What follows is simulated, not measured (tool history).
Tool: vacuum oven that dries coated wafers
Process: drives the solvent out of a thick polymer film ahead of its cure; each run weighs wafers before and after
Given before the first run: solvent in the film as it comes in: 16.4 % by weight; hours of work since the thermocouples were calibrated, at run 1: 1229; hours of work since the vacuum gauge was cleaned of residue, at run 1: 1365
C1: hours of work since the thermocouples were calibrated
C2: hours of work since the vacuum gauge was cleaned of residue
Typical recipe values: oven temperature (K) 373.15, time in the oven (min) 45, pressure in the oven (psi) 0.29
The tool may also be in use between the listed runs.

run 1 day=0 | oven_temperature_(K)=373.15 time_in_the_oven_(min)=45 pressure_in_the_oven_(psi)=0.29 | C1=1229 C2=1365 | solvent_left_in_the_film_(%)=1.1
run 2 day=4.933 | oven_temperature_(K)=373.15 time_in_the_oven_(min)=45 pressure_in_the_oven_(psi)=0.29 | C1=1290 C2=1425 | solvent_left_in_the_film_(%)=1.16
run 3 day=7.171 | oven_temperature_(K)=373.15 time_in_the_oven_(min)=45 pressure_in_the_oven_(psi)=0.29 | C1=1317 C2=1453 | solvent_left_in_the_film_(%)=1.06
run 4 day=9.904 | oven_temperature_(K)=373.15 time_in_the_oven_(min)=45 pressure_in_the_oven_(psi)=0.632 | C1=1351 C2=1486 | solvent_left_in_the_film_(%)=1.74
run 5 day=15.233 | oven_temperature_(K)=373.15 time_in_the_oven_(min)=45 pressure_in_the_oven_(psi)=0.29 | C1=1416 C2=1552 | solvent_left_in_the_film_(%)=1.05
run 6 day=20.038 | oven_temperature_(K)=373.15 time_in_the_oven_(min)=45 pressure_in_the_oven_(psi)=0.29 | C1=1475 C2=1610 | solvent_left_in_the_film_(%)=1.13
run 7 day=23.6 | oven_temperature_(K)=373.15 time_in_the_oven_(min)=60 pressure_in_the_oven_(psi)=0.29 | C1=1519 C2=1654 | solvent_left_in_the_film_(%)=0.74
-- day=28.762 oven's thermocouples calibrated
run 8 day=29.046 | oven_temperature_(K)=373.15 time_in_the_oven_(min)=62 pressure_in_the_oven_(psi)=0.29 | C1=3 C2=1720 | solvent_left_in_the_film_(%)=1
run 9 day=32.25 | oven_temperature_(K)=373.15 time_in_the_oven_(min)=62 pressure_in_the_oven_(psi)=0.29 | C1=43 C2=1759 | solvent_left_in_the_film_(%)=0.98
run 10 day=36.246 | oven_temperature_(K)=365.15 time_in_the_oven_(min)=46 pressure_in_the_oven_(psi)=0.228 | C1=92 C2=1808 | solvent_left_in_the_film_(%)=2.95
run 11 day=40.329 | oven_temperature_(K)=365.15 time_in_the_oven_(min)=46 pressure_in_the_oven_(psi)=0.228 | C1=142 C2=1858 | solvent_left_in_the_film_(%)=2.99
run 12 day=42.975 | oven_temperature_(K)=366.15 time_in_the_oven_(min)=56 pressure_in_the_oven_(psi)=0.29 | C1=174 C2=1891 | solvent_left_in_the_film_(%)=2.13
run 13 day=45.362 | oven_temperature_(K)=371.15 time_in_the_oven_(min)=64 pressure_in_the_oven_(psi)=1.095 | C1=203 C2=1920 | solvent_left_in_the_film_(%)=2.75
run 14 day=48.804 | oven_temperature_(K)=369.15 time_in_the_oven_(min)=24 pressure_in_the_oven_(psi)=0.29 | C1=246 C2=1962 | solvent_left_in_the_film_(%)=4.82
run 15 day=51.479 | oven_temperature_(K)=369.15 time_in_the_oven_(min)=24 pressure_in_the_oven_(psi)=0.29 | C1=278 C2=1995 | solvent_left_in_the_film_(%)=4.67
run 16 day=56.088 | oven_temperature_(K)=380.15 time_in_the_oven_(min)=25 pressure_in_the_oven_(psi)=0.585 | C1=335 C2=2051 | solvent_left_in_the_film_(%)=2.21
run 17 day=59.271 | oven_temperature_(K)=380.15 time_in_the_oven_(min)=25 pressure_in_the_oven_(psi)=0.585 | C1=374 C2=2090 | solvent_left_in_the_film_(%)=2.07

Below are 4 alternative next runs, each starting from the tool's condition after run 17. Predict each:
run A day=64.458 | oven_temperature_(K)=380.15 time_in_the_oven_(min)=25 pressure_in_the_oven_(psi)=0.283 | C1=437 C2=2154 | solvent_left_in_the_film_(%)=?
run B day=64.458 | oven_temperature_(K)=363.15 time_in_the_oven_(min)=77 pressure_in_the_oven_(psi)=0.585 | C1=437 C2=2154 | solvent_left_in_the_film_(%)=?
run C day=64.458 | oven_temperature_(K)=370.15 time_in_the_oven_(min)=31 pressure_in_the_oven_(psi)=0.168 | C1=437 C2=2154 | solvent_left_in_the_film_(%)=?
run D day=64.458 | oven_temperature_(K)=372.15 time_in_the_oven_(min)=25 pressure_in_the_oven_(psi)=0.585 | C1=437 C2=2154 | solvent_left_in_the_film_(%)=?

run=A solvent_left_in_the_film_(%)=1.72
run=B solvent_left_in_the_film_(%)=2.53
run=C solvent_left_in_the_film_(%)=2.95
run=D solvent_left_in_the_film_(%)=4.03
The same runs, with their run-to-run variation unchanged, on a tool lacking any hidden condition would have given:
run=A solvent_left_in_the_film_(%)=1.84
run=B solvent_left_in_the_film_(%)=2.62
run=C solvent_left_in_the_film_(%)=3.12
run=D solvent_left_in_the_film_(%)=4.23

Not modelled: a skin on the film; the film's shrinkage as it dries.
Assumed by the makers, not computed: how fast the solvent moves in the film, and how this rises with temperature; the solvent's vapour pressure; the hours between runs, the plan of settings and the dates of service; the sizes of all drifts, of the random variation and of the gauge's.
